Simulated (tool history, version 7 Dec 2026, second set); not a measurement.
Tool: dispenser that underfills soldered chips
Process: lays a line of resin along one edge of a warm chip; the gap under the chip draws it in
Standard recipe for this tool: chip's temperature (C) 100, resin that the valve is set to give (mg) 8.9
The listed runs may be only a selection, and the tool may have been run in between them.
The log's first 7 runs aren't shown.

run	day	chip's temperature (C)	resin that the valve is set to give (mg)	time until the resin shows at the far edge (s)	resin that the valve gave (mg)
# day 3.312: new syringe of resin
8	3.383	104	8.9	97.3	8.74
# day 3.662: new syringe of resin
9	3.708	100	8.9	111.4	8.713
# day 4.021: new syringe of resin
# day 4.062: dispensing valve cleaned and set on the balance
10	4.192	100	8.9	122.3	8.878
# day 4.433: new syringe of resin
11	4.712	100	8.9	154.7	8.851
# day 4.808: new syringe of resin
12	5.083	100	8.9	156.5	8.832
# day 5.179: new syringe of resin
13	5.392	100	8.9	139.3	8.797
# day 5.517: new syringe of resin
# day 5.858: new syringe of resin
14	5.917	100	8.9	115.7	8.764
# day 6.208: new syringe of resin
# day 6.567: new syringe of resin
# day 6.608: dispensing valve cleaned and set on the balance
15	6.608	100	8.9	101.1	8.924
# day 6.946: new syringe of resin
16	7.192	100	8.9	145.8	8.891
# day 7.296: new syringe of resin
# day 7.625: new syringe of resin
17	7.717	100	8.9	118.6	8.846
# day 8.008: new syringe of resin
18	8.292	106	9	121.7	8.909
# day 8.367: new syringe of resin
# day 8.721: new syringe of resin
19	8.871	107	7.69	100	7.57
# day 9.079: new syringe of resin
# day 9.171: dispensing valve cleaned and set on the balance
# day 9.483: new syringe of resin
20	9.496	107	7.69	78.1	7.673
# day 9.821: new syringe of resin
21	10.117	100	7.84	160.9	7.785

Run 22 comes next. What will it give?
# day 10.179: new syringe of resin
# day 10.521: new syringe of resin
22	10.617	94	10.54	?	?

Run 22 measured time until the resin shows at the far edge (s) 151.6, resin that the valve gave (mg) 10.428.
On a tool with no hidden condition, and with the same random variation, this run would have come out at time until the resin shows at the far edge (s) 122.1, resin that the valve gave (mg) 10.532.
